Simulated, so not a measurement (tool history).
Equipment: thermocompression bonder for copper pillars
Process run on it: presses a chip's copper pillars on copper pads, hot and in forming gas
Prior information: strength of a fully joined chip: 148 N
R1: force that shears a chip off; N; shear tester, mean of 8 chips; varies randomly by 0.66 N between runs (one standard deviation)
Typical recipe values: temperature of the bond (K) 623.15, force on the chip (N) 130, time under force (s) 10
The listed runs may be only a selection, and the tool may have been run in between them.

run 1 hour=0.0 | temperature_of_the_bond_(K)=623.15 force_on_the_chip_(N)=130 time_under_force_(s)=10 | R1=81.1
run 2 hour=12.4 | temperature_of_the_bond_(K)=623.15 force_on_the_chip_(N)=130 time_under_force_(s)=10 | R1=81.7
run 3 hour=27.7 | temperature_of_the_bond_(K)=642.15 force_on_the_chip_(N)=130 time_under_force_(s)=10 | R1=95.6
run 4 hour=44.4 | temperature_of_the_bond_(K)=642.15 force_on_the_chip_(N)=130 time_under_force_(s)=10 | R1=94.4
run 5 hour=55.8 | temperature_of_the_bond_(K)=602.15 force_on_the_chip_(N)=130 time_under_force_(s)=10 | R1=65.7
run 6 hour=66.8 | temperature_of_the_bond_(K)=602.15 force_on_the_chip_(N)=130 time_under_force_(s)=10 | R1=66.1
run 7 hour=82.3 | temperature_of_the_bond_(K)=602.15 force_on_the_chip_(N)=130 time_under_force_(s)=10 | R1=67.2
run 8 hour=93.9 | temperature_of_the_bond_(K)=630.15 force_on_the_chip_(N)=130 time_under_force_(s)=10 | R1=86.8
run 9 hour=112.0 | temperature_of_the_bond_(K)=623.15 force_on_the_chip_(N)=130 time_under_force_(s)=10 | R1=81.3
run 10 hour=121.3 | temperature_of_the_bond_(K)=624.15 force_on_the_chip_(N)=130 time_under_force_(s)=10 | R1=82.4
run 11 hour=130.6 | temperature_of_the_bond_(K)=624.15 force_on_the_chip_(N)=130 time_under_force_(s)=10 | R1=82.5
run 12 hour=144.0 | temperature_of_the_bond_(K)=624.15 force_on_the_chip_(N)=129 time_under_force_(s)=10 | R1=82.7
run 13 hour=163.3 | temperature_of_the_bond_(K)=628.15 force_on_the_chip_(N)=121 time_under_force_(s)=22 | R1=103.6
run 14 hour=173.7 | temperature_of_the_bond_(K)=628.15 force_on_the_chip_(N)=121 time_under_force_(s)=22 | R1=102.0
run 15 hour=185.9 | temperature_of_the_bond_(K)=628.15 force_on_the_chip_(N)=121 time_under_force_(s)=22 | R1=102.6
run 16 hour=196.6 | temperature_of_the_bond_(K)=628.15 force_on_the_chip_(N)=121 time_under_force_(s)=22 | R1=103.1
run 17 hour=205.6 | temperature_of_the_bond_(K)=623.15 force_on_the_chip_(N)=95 time_under_force_(s)=25 | R1=91.7
run 18 hour=215.9 | temperature_of_the_bond_(K)=623.15 force_on_the_chip_(N)=95 time_under_force_(s)=25 | R1=92.1
run 19 hour=231.5 | temperature_of_the_bond_(K)=646.15 force_on_the_chip_(N)=167 time_under_force_(s)=9 | R1=105.4
run 20 hour=249.4 | temperature_of_the_bond_(K)=609.15 force_on_the_chip_(N)=176 time_under_force_(s)=9 | R1=83.0
-- hour=254.4 forming gas filter changed
run 21 hour=266.6 | temperature_of_the_bond_(K)=623.15 force_on_the_chip_(N)=120 time_under_force_(s)=13 | R1=85.0

Consider 4 possible next runs. They are alternatives, not a sequence: every one starts from the tool as it was left by run 21. What does each give?
run A hour=282.8 | temperature_of_the_bond_(K)=639.15 force_on_the_chip_(N)=130 time_under_force_(s)=8 | R1=?
run B hour=282.8 | temperature_of_the_bond_(K)=624.15 force_on_the_chip_(N)=90 time_under_force_(s)=10 | R1=?
run C hour=282.8 | temperature_of_the_bond_(K)=623.15 force_on_the_chip_(N)=130 time_under_force_(s)=6 | R1=?
run D hour=282.8 | temperature_of_the_bond_(K)=625.15 force_on_the_chip_(N)=188 time_under_force_(s)=8 | R1=?

run=A R1=87.7
run=B R1=66.0
run=C R1=68.1
run=D R1=94.5
The same runs, with their run-to-run variation unchanged, on a tool lacking any hidden condition would have given:
run=A R1=88.2
run=B R1=66.4
run=C R1=68.5
run=D R1=95.1

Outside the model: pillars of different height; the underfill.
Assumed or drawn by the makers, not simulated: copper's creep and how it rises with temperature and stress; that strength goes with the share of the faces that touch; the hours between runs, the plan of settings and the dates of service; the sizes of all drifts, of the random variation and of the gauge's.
